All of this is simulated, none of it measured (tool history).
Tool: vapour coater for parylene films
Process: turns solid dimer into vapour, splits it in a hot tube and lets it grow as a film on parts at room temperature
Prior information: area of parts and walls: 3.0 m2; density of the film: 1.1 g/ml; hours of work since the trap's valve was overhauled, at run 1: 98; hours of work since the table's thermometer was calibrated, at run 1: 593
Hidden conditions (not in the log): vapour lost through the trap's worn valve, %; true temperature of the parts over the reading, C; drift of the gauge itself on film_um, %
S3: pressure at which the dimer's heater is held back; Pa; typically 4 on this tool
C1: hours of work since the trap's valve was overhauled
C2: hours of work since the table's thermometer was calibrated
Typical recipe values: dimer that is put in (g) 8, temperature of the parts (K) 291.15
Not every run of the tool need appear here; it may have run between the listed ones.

{"run": 1, "hour": 0.0, "dimer that is put in (g)": 8, "temperature of the parts (K)": 291.15, "S3": 4, "C1": 98, "C2": 593, "thickness of the film (µm)": 1.868}
{"run": 2, "hour": 16.1, "dimer that is put in (g)": 8, "temperature of the parts (K)": 291.15, "S3": 4, "C1": 108, "C2": 602, "thickness of the film (µm)": 1.87}
{"run": 3, "hour": 32.2, "dimer that is put in (g)": 8, "temperature of the parts (K)": 291.15, "S3": 4, "C1": 117, "C2": 612, "thickness of the film (µm)": 1.861}
{"run": 4, "hour": 59.3, "dimer that is put in (g)": 8, "temperature of the parts (K)": 291.15, "S3": 4, "C1": 133, "C2": 628, "thickness of the film (µm)": 1.854}
{"run": 5, "hour": 73.9, "dimer that is put in (g)": 8, "temperature of the parts (K)": 291.15, "S3": 4, "C1": 142, "C2": 636, "thickness of the film (µm)": 1.851}
{"run": 6, "hour": 101.2, "dimer that is put in (g)": 8, "temperature of the parts (K)": 289.15, "S3": 4, "C1": 158, "C2": 652, "thickness of the film (µm)": 1.972}
{"run": 7, "hour": 120.3, "dimer that is put in (g)": 8, "temperature of the parts (K)": 289.15, "S3": 4, "C1": 170, "C2": 664, "thickness of the film (µm)": 1.968}
{"run": 8, "hour": 142.5, "dimer that is put in (g)": 8, "temperature of the parts (K)": 289.15, "S3": 4, "C1": 183, "C2": 677, "thickness of the film (µm)": 1.964}
{"run": 9, "hour": 158.8, "dimer that is put in (g)": 8, "temperature of the parts (K)": 289.15, "S3": 4, "C1": 192, "C2": 686, "thickness of the film (µm)": 1.955}
{"run": 10, "hour": 169.8, "dimer that is put in (g)": 8, "temperature of the parts (K)": 291.15, "S3": 4, "C1": 199, "C2": 693, "thickness of the film (µm)": 1.841}
{"hour": 172.6, "done": "table's thermometer calibrated"}
{"run": 11, "hour": 189.7, "dimer that is put in (g)": 8, "temperature of the parts (K)": 291.15, "S3": 4, "C1": 210, "C2": 10, "thickness of the film (µm)": 1.855}
{"run": 12, "hour": 217.1, "dimer that is put in (g)": 14, "temperature of the parts (K)": 291.15, "S3": 4, "C1": 226, "C2": 26, "thickness of the film (µm)": 3.233}
{"run": 13, "hour": 228.9, "dimer that is put in (g)": 10, "temperature of the parts (K)": 294.15, "S3": 5.36, "C1": 233, "C2": 33, "thickness of the film (µm)": 1.983}

Run 14 has not been measured yet. What should we expect?
{"run": 14, "hour": 244.0, "dimer that is put in (g)": 4, "temperature of the parts (K)": 294.15, "S3": 2.16, "C1": 242, "C2": 42, "thickness of the film (µm)": "?"}

{"run 14": {"thickness of the film (µm)": 0.958}}
Minus the tool's unlogged condition, the same run would have read thickness of the film (µm) 0.978.
